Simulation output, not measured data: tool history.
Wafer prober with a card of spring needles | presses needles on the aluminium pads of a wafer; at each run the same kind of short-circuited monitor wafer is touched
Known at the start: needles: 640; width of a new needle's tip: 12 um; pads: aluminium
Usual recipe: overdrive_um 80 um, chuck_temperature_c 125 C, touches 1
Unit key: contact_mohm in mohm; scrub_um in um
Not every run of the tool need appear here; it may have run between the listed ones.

run	hour	overdrive_um	chuck_temperature_c	touches	contact_mohm	scrub_um
1	0.0	80	125	1	265	15.56
2	6.9	80	125	1	267	15.56
# hour 8.4: tips cleaned on abrasive film
3	20.5	80	125	1	267	15.54
# hour 29.1: tips cleaned on abrasive film
4	33.0	80	125	1	269	15.55
# hour 43.3: height of the first contact set anew
5	46.9	80	125	1	272	15.51
# hour 50.2: tips cleaned on abrasive film
6	59.4	64	125	1	273	12.40
7	65.2	80	125	1	270	15.48
# hour 70.9: tips cleaned on abrasive film
8	73.5	80	125	1	270	15.46
9	84.8	80	125	1	277	15.45
# hour 90.9: tips cleaned on abrasive film
10	92.8	80	125	1	273	15.47
11	104.6	80	103	1	265	15.45
# hour 111.7: tips cleaned on abrasive film
12	114.0	80	103	1	261	15.43
13	123.3	80	43	1	246	15.43
14	131.4	64	43	1	255	12.34
# hour 132.7: tips cleaned on abrasive film
15	138.5	75	56	2	251	14.44
16	150.5	75	56	2	249	14.43
# hour 153.2: tips cleaned on abrasive film
17	158.0	67	123	1	273	12.89
18	165.9	63	57	1	253	12.12
19	172.0	63	66	1	258	12.10
# hour 173.1: tips cleaned on abrasive film
20	182.7	63	66	1	255	12.09
# hour 192.0: height of the first contact set anew
# hour 194.2: tips cleaned on abrasive film
21	195.1	76	49	2	248	14.60
22	205.4	85	125	1	270	16.30
# hour 215.0: tips cleaned on abrasive film
23	217.6	85	125	1	268	16.30

Below are 4 alternative next runs, each starting from the tool's condition after run 23. Predict each:
A	228.6	83	44	2	?	?
B	228.6	71	34	1	?	?
C	228.6	84	46	3	?	?
D	228.6	80	125	3	?	?

run	contact_mohm	scrub_um
A	246	15.88
B	249	13.57
C	247	16.10
D	267	15.31
With no hidden state in the tool, these same runs would have given:
run	contact_mohm	scrub_um
A	245	16.13
B	248	13.79
C	247	16.35
D	267	15.55
